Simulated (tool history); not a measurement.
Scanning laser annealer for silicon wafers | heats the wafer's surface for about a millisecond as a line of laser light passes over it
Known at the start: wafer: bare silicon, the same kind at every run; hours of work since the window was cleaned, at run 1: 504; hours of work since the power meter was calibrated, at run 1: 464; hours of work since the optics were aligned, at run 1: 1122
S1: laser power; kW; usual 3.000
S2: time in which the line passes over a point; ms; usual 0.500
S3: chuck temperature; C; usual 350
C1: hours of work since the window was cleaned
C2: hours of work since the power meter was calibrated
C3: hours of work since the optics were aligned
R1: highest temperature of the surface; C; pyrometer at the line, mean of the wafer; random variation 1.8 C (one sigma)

Run 1, hour 0.0: usual settings; C1 504; C2 464; C3 1122. Result: R1 1076 C.
Run 2, hour 36.7: usual settings; C1 528; C2 488; C3 1146. Result: R1 1077 C.
Run 3, hour 82.4: usual settings; C1 558; C2 518; C3 1175. Result: R1 1074 C.
Run 4, hour 125.8: usual settings; C1 586; C2 546; C3 1204. Result: R1 1077 C.
Run 5, hour 148.0: usual settings; C1 601; C2 560; C3 1218. Result: R1 1072 C.
Run 6, hour 181.5: usual settings but S3 374 C; C1 622; C2 582; C3 1240. Result: R1 1100 C.
Run 7, hour 232.1: usual settings but S3 374 C; C1 655; C2 615; C3 1273. Result: R1 1097 C.
Run 8, hour 259.9: usual settings but S3 374 C; C1 674; C2 633; C3 1291. Result: R1 1102 C.
Run 9, hour 306.6: usual settings but S3 374 C; C1 704; C2 664; C3 1321. Result: R1 1100 C.
At hour 354.6: window over the wafer cleaned.
Run 10, hour 354.6: usual settings but S1 2.847 kW, S3 374 C; C1 0; C2 694; C3 1351. Result: R1 1054 C.
Run 11, hour 405.5: usual settings but S1 2.847 kW, S3 374 C; C1 33; C2 727; C3 1384. Result: R1 1055 C.
Run 12, hour 445.0: usual settings but S1 3.002 kW, S2 0.354 ms, S3 366 C; C1 59; C2 752; C3 1410. Result: R1 965 C.
Run 13, hour 488.4: usual settings but S1 3.002 kW, S2 0.354 ms, S3 366 C; C1 87; C2 781; C3 1438. Result: R1 964 C.
Run 14, hour 513.7: usual settings but S2 0.424 ms, S3 342 C; C1 104; C2 797; C3 1455. Result: R1 1003 C.
Run 15, hour 557.6: usual settings but S2 0.424 ms, S3 342 C; C1 132; C2 826; C3 1483. Result: R1 1005 C.
Run 16, hour 600.8: usual settings but S1 2.840 kW, S2 0.469 ms, S3 342 C; C1 160; C2 854; C3 1512. Result: R1 994 C.
Run 17, hour 639.0: usual settings but S1 2.840 kW, S2 0.469 ms, S3 342 C; C1 185; C2 879; C3 1536. Result: R1 997 C.
Run 18, hour 689.1: usual settings but S1 3.277 kW, S2 0.556 ms, S3 337 C; C1 218; C2 911; C3 1569. Result: R1 1195 C.
Run 19, hour 713.6: usual settings but S1 3.081 kW; C1 234; C2 927; C3 1585. Result: R1 1100 C.
Run 20, hour 744.9: usual settings but S1 3.081 kW; C1 254; C2 948; C3 1605. Result: R1 1101 C.

How the hidden state differs across the entries between the runs, from the last listed run before each to the first after it:
Between runs 9 and 10: window over the wafer cleaned (hour 354.6)
  light that passes the window, % of a clean one's: 99.92 -> 100
